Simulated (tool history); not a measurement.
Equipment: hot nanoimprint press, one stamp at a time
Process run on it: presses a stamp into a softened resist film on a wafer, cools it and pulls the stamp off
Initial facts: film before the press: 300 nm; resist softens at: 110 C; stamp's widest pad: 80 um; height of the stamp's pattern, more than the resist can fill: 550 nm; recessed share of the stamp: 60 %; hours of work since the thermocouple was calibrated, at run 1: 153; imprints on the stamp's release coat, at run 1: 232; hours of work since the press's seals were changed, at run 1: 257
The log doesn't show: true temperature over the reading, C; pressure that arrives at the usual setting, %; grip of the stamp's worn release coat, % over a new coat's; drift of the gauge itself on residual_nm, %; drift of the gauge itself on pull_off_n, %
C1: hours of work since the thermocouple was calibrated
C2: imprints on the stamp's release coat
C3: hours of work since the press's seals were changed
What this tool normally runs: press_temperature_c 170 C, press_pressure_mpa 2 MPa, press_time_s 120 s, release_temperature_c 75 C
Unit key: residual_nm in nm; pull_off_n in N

Run 1, hour 0: usual settings; C1 153; C2 232; C3 257. Result: residual_nm 120.9 nm, pull_off_n 129 N.
Run 2, hour 26.3: usual settings; C1 165; C2 312; C3 269. Result: residual_nm 120.8 nm, pull_off_n 130 N.
Run 3, hour 51.7: usual settings; C1 177; C2 389; C3 281. Result: residual_nm 121.2 nm, pull_off_n 126 N.
Run 4, hour 72.5: usual settings; C1 187; C2 451; C3 291. Result: residual_nm 120.8 nm, pull_off_n 130 N.
Run 5, hour 98.4: usual settings; C1 199; C2 530; C3 302. Result: residual_nm 121 nm, pull_off_n 128 N.
Run 6, hour 116: usual settings; C1 207; C2 583; C3 311. Result: residual_nm 120.8 nm, pull_off_n 131 N.
Run 7, hour 131.2: usual settings but press_pressure_mpa 2.45 MPa; C1 214; C2 629; C3 318. Result: residual_nm 107.6 nm, pull_off_n 127 N.
Run 8, hour 154.3: usual settings; C1 224; C2 699; C3 328. Result: residual_nm 120.8 nm, pull_off_n 126 N.

Predict the results of run 9:
Run 9, hour 168.9: usual settings; C1 231; C2 743; C3 335. Result: residual_nm ?, pull_off_n ?.

For run 9 the tool returned residual_nm 120.7 nm, pull_off_n 126 N.
The same run, on a tool lacking any hidden state, would have yielded residual_nm 120.8 nm, pull_off_n 125 N.
